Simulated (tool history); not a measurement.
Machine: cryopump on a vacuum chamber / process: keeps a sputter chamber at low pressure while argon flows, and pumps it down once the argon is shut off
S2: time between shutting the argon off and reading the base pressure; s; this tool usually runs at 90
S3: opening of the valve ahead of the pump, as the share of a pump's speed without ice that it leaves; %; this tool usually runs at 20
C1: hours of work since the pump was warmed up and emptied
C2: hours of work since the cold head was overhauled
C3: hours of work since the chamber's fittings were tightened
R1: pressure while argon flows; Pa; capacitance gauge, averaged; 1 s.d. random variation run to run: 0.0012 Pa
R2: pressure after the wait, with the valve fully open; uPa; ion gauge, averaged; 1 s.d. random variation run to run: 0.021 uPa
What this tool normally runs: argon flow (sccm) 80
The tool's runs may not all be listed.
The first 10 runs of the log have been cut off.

Run 11, day 18.392: usual settings but S2 51 s; C1 310; C2 1210; C3 2363. Result: R1 0.2925 Pa, R2 1.2 uPa.
Run 12, day 20.421: usual settings but S2 51 s; C1 349; C2 1249; C3 2403. Result: R1 0.29 Pa, R2 1.26 uPa.
Run 13, day 21.579: usual settings but S2 51 s; C1 372; C2 1272; C3 2426. Result: R1 0.2928 Pa, R2 1.2 uPa.
Run 14, day 23.871: usual settings but S2 51 s, S3 24 %; C1 417; C2 1317; C3 2470. Result: R1 0.2456 Pa, R2 1.24 uPa.
Run 15, day 26.175: usual settings but S3 19 %; C1 462; C2 1362; C3 2516. Result: R1 0.3084 Pa, R2 0.95 uPa.
Run 16, day 27.267: usual settings but S3 56 %; C1 483; C2 1383; C3 2537. Result: R1 0.1115 Pa, R2 0.95 uPa.
Run 17, day 29.05: usual settings but argon flow (sccm) 34; C1 518; C2 1418; C3 2572. Result: R1 0.125 Pa, R2 0.94 uPa.
Run 18, day 30.996: usual settings but argon flow (sccm) 34; C1 556; C2 1456; C3 2610. Result: R1 0.1256 Pa, R2 0.99 uPa.
Run 19, day 32.896: usual settings but argon flow (sccm) 66, S2 21 s, S3 34 %; C1 594; C2 1494; C3 2647. Result: R1 0.1503 Pa, R2 2.29 uPa.
Run 20, day 34.142: usual settings but argon flow (sccm) 129, S2 58 s; C1 618; C2 1518; C3 2672. Result: R1 0.4817 Pa, R2 1.18 uPa.
Run 21, day 36.546: usual settings but argon flow (sccm) 129, S2 58 s; C1 665; C2 1565; C3 2719. Result: R1 0.4849 Pa, R2 1.24 uPa.
Run 22, day 37.75: usual settings but argon flow (sccm) 129, S2 58 s; C1 689; C2 1589; C3 2742. Result: R1 0.4856 Pa, R2 1.23 uPa.
Run 23, day 39.129: usual settings but argon flow (sccm) 129, S2 58 s; C1 716; C2 1616; C3 2769. Result: R1 0.4864 Pa, R2 1.25 uPa.
Run 24, day 41.633: usual settings but argon flow (sccm) 129, S2 58 s; C1 765; C2 1665; C3 2818. Result: R1 0.4902 Pa, R2 1.32 uPa.
Run 25, day 43.033: usual settings but argon flow (sccm) 88, S2 58 s, S3 25 %; C1 792; C2 1692; C3 2846. Result: R1 0.2733 Pa, R2 1.27 uPa.
Run 26, day 45.433: usual settings but argon flow (sccm) 88, S2 58 s, S3 25 %; C1 839; C2 1739; C3 2893. Result: R1 0.2747 Pa, R2 1.36 uPa.
Run 27, day 47.033: usual settings but argon flow (sccm) 88, S2 58 s, S3 25 %; C1 871; C2 1771; C3 2924. Result: R1 0.2769 Pa, R2 1.32 uPa.
Run 28, day 48.279: usual settings but argon flow (sccm) 35, S2 139 s, S3 25 %; C1 895; C2 1795; C3 2949. Result: R1 0.1102 Pa, R2 0.99 uPa.
At day 48.629: pump warmed up, emptied and cooled again.
Run 29, day 50.95: usual settings but argon flow (sccm) 35, S2 139 s, S3 25 %; C1 45; C2 1843; C3 2997. Result: R1 0.1005 Pa, R2 0.83 uPa.
Run 30, day 53.238: usual settings but argon flow (sccm) 32, S2 95 s, S3 17 %; C1 90; C2 1888; C3 3042. Result: R1 0.1339 Pa, R2 0.94 uPa.
At day 55.542: leaking fittings of the chamber tightened, without venting.
Run 31, day 55.704: usual settings but argon flow (sccm) 71, S2 144 s; C1 137; C2 1935; C3 3. Result: R1 0.2544 Pa, R2 0.38 uPa.
Run 32, day 56.771: usual settings but argon flow (sccm) 71, S2 61 s, S3 48 %; C1 158; C2 1956; C3 24. Result: R1 0.1075 Pa, R2 0.74 uPa.
Run 33, day 58.35: usual settings but argon flow (sccm) 71, S2 61 s, S3 48 %; C1 189; C2 1987; C3 55. Result: R1 0.1084 Pa, R2 0.74 uPa.

5 ways to go on from here, each from the tool as it stands after run 33. What would each give?
Run A, day 59.912: usual settings but argon flow (sccm) 129, S2 35 s, S3 34 %; C1 219; C2 2017; C3 86. Result: R1 ?, R2 ?.
Run B, day 59.912: usual settings but argon flow (sccm) 91, S2 119 s, S3 45 %; C1 219; C2 2017; C3 86. Result: R1 ?, R2 ?.
Run C, day 59.912: usual settings but argon flow (sccm) 53, S2 189 s, S3 48 %; C1 219; C2 2017; C3 86. Result: R1 ?, R2 ?.
Run D, day 59.912: usual settings but argon flow (sccm) 71, S2 61 s, S3 32 %; C1 219; C2 2017; C3 86. Result: R1 ?, R2 ?.
Run E, day 59.912: usual settings but argon flow (sccm) 95, S2 248 s, S3 47 %; C1 219; C2 2017; C3 86. Result: R1 ?, R2 ?.

run      R1    R2
  A  0.2776  1.18
  B  0.1493  0.46
  C  0.0817  0.34
  D  0.1631  0.74
  E  0.1491   0.3
With no hidden state in the tool, these same runs would have given:
run      R1    R2
  A  0.2694  1.16
  B  0.1435  0.43
  C  0.0783  0.32
  D  0.1586  0.72
  E  0.1431  0.27
